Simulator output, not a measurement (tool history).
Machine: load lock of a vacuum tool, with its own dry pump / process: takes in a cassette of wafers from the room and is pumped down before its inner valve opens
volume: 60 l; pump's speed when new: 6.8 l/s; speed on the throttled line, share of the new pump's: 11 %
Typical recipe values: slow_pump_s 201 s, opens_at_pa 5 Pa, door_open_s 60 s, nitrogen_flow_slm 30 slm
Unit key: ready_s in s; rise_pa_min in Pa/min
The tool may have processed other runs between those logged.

run	hour	slow_pump_s	opens_at_pa	door_open_s	nitrogen_flow_slm	incoming humidity of the room's air, %	ready_s	rise_pa_min
1	0	201	5	60	30	41.6	271	0.046
2	54.8	201	5	60	30	45.8	271.3	0.05
3	139.5	201	5	60	30	48.2	271	0.053
4	238	201	5	60	30	42.8	269.9	0.047
5	309.5	201	5	60	30	48	270.2	0.059
6	376.3	201	5	60	30	45.7	270.8	0.051
7	447.2	201	5	60	30	43.7	271.9	0.054
8	503.1	201	5	60	30	49.6	271.3	0.055
9	559.1	201	5	60	30	47	271	0.055
10	619.8	201	5	60	30	45.8	270.6	0.056
11	711.7	201	5	60	30	47.5	270.1	0.054
12	769.7	201	5	60	30	45.6	270.2	0.055
13	824.9	201	5	60	30	42.1	270.9	0.05
14	876.2	201	5	60	30	43.7	271.7	0.05
15	934	201	5	27	30	44.4	271.2	0.052
16	979.5	172	5	36	31	44	244.9	0.057
17	1044.7	172	5	36	31	46.1	245.2	0.055
18	1124.6	127	9	79	32	45.3	199.3	0.049
19	1198.7	131	9	86	32	44.6	202.7	0.06
20	1294.6	201	5	60	7	46.1	270.8	0.076
21	1340.8	201	5	60	12	47.6	271.1	0.068
22	1415.2	201	5	60	23	47.2	272.8	0.058
23	1482.3	201	5	60	23	48.2	272.4	0.059
24	1563	201	9	43	23	41.1	265.3	0.058
25	1617.2	201	5	60	39	44.9	270.6	0.056
26	1665.4	201	5	60	30	42.4	271.7	0.058
27	1758.2	201	9	236	30	45	266.1	0.071

Consider 3 possible next runs. They are alternatives, not a sequence: every one starts from the tool as it was left by run 27. What does each give?
A	1813.3	201	9	33	30	47.3	?	?
B	1813.3	201	9	37	30	45.4	?	?
C	1813.3	201	5	51	30	45.9	?	?

run	ready_s	rise_pa_min
A	265.8	0.06
B	265	0.06
C	270.4	0.065
What these runs would have given with no unlogged condition in the tool:
run	ready_s	rise_pa_min
A	262	0.016
B	261.2	0.015
C	266.1	0.019
